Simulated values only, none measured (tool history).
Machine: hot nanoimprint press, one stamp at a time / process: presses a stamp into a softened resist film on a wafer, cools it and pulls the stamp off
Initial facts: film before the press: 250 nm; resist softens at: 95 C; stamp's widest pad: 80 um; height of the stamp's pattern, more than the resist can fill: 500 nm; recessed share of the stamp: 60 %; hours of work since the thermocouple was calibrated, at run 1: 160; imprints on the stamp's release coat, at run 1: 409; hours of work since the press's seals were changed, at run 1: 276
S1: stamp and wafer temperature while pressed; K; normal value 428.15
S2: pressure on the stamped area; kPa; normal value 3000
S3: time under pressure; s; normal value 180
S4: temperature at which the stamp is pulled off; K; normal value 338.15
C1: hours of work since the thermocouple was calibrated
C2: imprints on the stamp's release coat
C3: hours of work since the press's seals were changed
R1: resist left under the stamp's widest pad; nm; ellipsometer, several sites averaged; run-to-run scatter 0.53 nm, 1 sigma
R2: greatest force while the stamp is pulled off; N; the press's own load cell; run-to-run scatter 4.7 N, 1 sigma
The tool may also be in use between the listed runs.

run     day      S1    S2   S3      S4   C1    C2   C3     R1   R2
  1   0.000  428.15  3000  180  338.15  160   409  276  101.9  223
  2   2.100  428.15  3000  180  338.15  183   585  300  100.5  233
  3   3.538  428.15  3000  180  338.15  200   705  316  101.4  235
  4   5.992  428.15  3000  180  338.15  228   910  344  100.2  230
  5   7.312  428.15  3000  180  340.15  243  1020  359  101.1  227
      9.075  -- stamp cleaned and given a new release coat
  6   9.104  428.15  3000  180  338.15  260     2  376  100.3  223
  7  10.925  428.15  3000  180  338.15  281   154  397  101.9  230
  8  12.183  428.15  2890  180  338.15  295   259  411  103.6  228
  9  13.925  428.15  2890  180  338.15  315   405  431  102.8  222
 10  16.800  428.15  2890  180  338.15  347   645  464  102.5  228
 11  18.992  431.15  3000  180  338.15  372   828  489   90.0  230
 12  21.467  428.15  3000  180  338.15  400  1035  517  100.4  224
     23.212  -- stamp cleaned and given a new release coat
 13  24.583  428.15  3000  180  338.15  433   115  549  101.3  234
 14  27.333  428.15  3000  180  338.15  464   344  581  100.8  229
 15  30.192  428.15  3000  180  338.15  497   583  613  101.1  229
 16  32.333  428.15  3000  180  338.15  521   762  637  101.2  229
     34.496  -- plate thermocouple calibrated
 17  34.788  428.15  1940  180  338.15    3   957  664  126.4  234
 18  36.521  418.15  1950  318  338.15   23  1101  683  153.2  240
     37.375  -- stamp cleaned and given a new release coat
 19  39.421  436.15  2320  318  343.15   53   171  713   68.4  210
 20  41.867  436.15  4070  318  343.15   81   375  741   49.4  201
 21  43.762  436.15  2510  180  340.15  102   534  763   81.9  214
 22  45.133  436.15  2510  180  340.15  118   648  778   82.1  219
 23  47.138  424.15  3610  180  338.15  141   816  801  108.5  239
 24  49.254  428.15  3000  121  338.15  165   992  825  117.4  228
 25  50.808  422.15  2060  180  336.15  182  1122  843  153.4  239
     51.517  -- stamp cleaned and given a new release coat
 26  53.742  437.15  2060  198  326.15  213   186  873   84.3  268
 27  56.646  430.15  4640  166  342.15  246   428  906   75.8  209
 28  59.029  430.15  4640  166  342.15  273   627  933   75.6  214
 29  60.783  434.15  2720  166  345.15  293   774  953   86.9  201
 30  63.175  428.15  3000  247  338.15  320   974  980   89.9  234
     65.304  -- press's hydraulic seals changed and the load cell set to zero
 31  65.375  421.15  2800  250  345.15  341  1130    1  125.3  204

Below are 3 alternative next runs, each starting from the tool's condition after run 31. Predict each:
     65.854  -- stamp cleaned and given a new release coat
  A  67.075  421.15  2800  250  327.15  358  102  17   ?   ?
     65.854  -- stamp cleaned and given a new release coat
  B  67.075  421.15  2800  133  345.15  358  102  17   ?   ?
     65.854  -- stamp cleaned and given a new release coat
  C  67.075  431.15  3000  180  343.15  358  102  17   ?   ?

run     R1   R2
  A  124.8  270
  B  152.2  205
  C   89.9  222
With no hidden state in the tool, these same runs would have given:
run     R1   R2
  A  125.0  269
  B  152.4  205
  C   90.1  222
